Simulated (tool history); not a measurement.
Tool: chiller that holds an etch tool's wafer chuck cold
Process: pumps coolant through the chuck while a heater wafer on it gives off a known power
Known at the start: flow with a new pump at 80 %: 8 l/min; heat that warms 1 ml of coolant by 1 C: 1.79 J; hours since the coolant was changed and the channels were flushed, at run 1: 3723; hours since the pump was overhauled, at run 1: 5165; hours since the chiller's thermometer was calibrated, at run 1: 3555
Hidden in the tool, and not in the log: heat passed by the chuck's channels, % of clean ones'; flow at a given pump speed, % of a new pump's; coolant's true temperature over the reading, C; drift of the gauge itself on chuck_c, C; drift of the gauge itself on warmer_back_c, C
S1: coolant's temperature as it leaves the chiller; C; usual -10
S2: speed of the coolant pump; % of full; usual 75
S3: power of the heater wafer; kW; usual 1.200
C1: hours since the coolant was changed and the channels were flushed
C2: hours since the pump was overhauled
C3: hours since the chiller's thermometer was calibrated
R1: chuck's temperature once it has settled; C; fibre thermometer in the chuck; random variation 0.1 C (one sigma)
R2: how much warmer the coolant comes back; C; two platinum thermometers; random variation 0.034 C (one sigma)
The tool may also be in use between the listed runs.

run	hour	S1	S2	S3	C1	C2	C3	R1	R2
1	0.0	-10	75	1.200	3723	5165	3555	1.1	5.65
2	95.5	-10	75	1.200	3818	5261	3650	1.1	5.64
3	227.1	-10	75	1.200	3950	5392	3782	1.3	5.63
4	353.0	-10	75	1.200	4076	5518	3908	1.1	5.74
5	502.4	-10	75	1.200	4225	5668	4057	1.3	5.71
6	584.6	-10	75	1.357	4307	5750	4139	2.8	6.45
7	710.5	-10	75	1.357	4433	5876	4265	2.9	6.46
8	851.2	-10	75	1.357	4574	6016	4406	3.0	6.49
9	950.1	-10	75	1.200	4673	6115	4505	1.5	5.74
10	1061.3	-10	75	1.200	4784	6227	4616	1.5	5.74
11	1199.3	-10	75	1.200	4922	6365	4754	1.6	5.76
12	1285.9	-10	75	1.200	5009	6451	4841	1.9	5.82
13	1383.6	-10	95	1.200	5106	6549	4938	-0.4	4.60
14	1508.3	-10	75	1.200	5231	6674	5063	1.6	5.86
15	1656.6	-10	75	1.200	5379	6822	5211	2.0	5.81
16	1815.2	-10	75	1.200	5538	6981	5370	1.9	5.81
# hour 1869.0: coolant changed, channels flushed
17	1958.0	-6	75	1.200	89	7117	5507	3.9	5.81
# hour 2073.1: chiller's thermometer calibrated
18	2144.1	-6	75	1.200	274	7302	71	4.7	5.88
19	2240.0	-6	75	0.767	370	7398	167	0.7	3.77
20	2341.0	-1	90	0.767	471	7499	268	5.1	3.19
21	2492.5	-10	67	1.034	622	7651	419	0.1	5.67
22	2575.1	-17	78	1.200	705	7733	502	-6.4	5.69
23	2665.4	-14	75	0.657	795	7824	592	-8.1	3.24
24	2806.4	-20	75	0.675	936	7965	733	-14.0	3.28
25	2921.2	-20	81	1.428	1051	8080	848	-7.8	6.63
26	3002.4	-5	81	1.200	1132	8161	929	5.3	5.55
27	3174.9	-5	81	1.200	1305	8333	1102	5.2	5.48
28	3315.5	-2	93	0.663	1445	8474	1242	3.0	2.73
29	3451.4	-1	93	0.663	1581	8610	1378	4.1	2.71
30	3557.9	-8	62	0.847	1688	8716	1485	1.0	5.08
31	3724.0	-10	86	1.200	1854	8882	1651	0.0	5.27

Forecast each of these 5 alternatives for the next run:
A	3864.0	-9	85	0.872	1994	9022	1791	?	?
B	3864.0	-10	75	0.775	1994	9022	1791	?	?
C	3864.0	-10	95	1.074	1994	9022	1791	?	?
D	3864.0	-14	95	1.200	1994	9022	1791	?	?
E	3864.0	-10	86	1.057	1994	9022	1791	?	?

run	R1	R2
A	-1.6	3.99
B	-3.0	3.95
C	-1.8	4.29
D	-4.8	4.86
E	-1.2	4.76
Without the tool's hidden state the same runs would have given:
run	R1	R2
A	-2.4	3.54
B	-3.8	3.50
C	-2.8	3.80
D	-5.9	4.31
E	-2.3	4.22
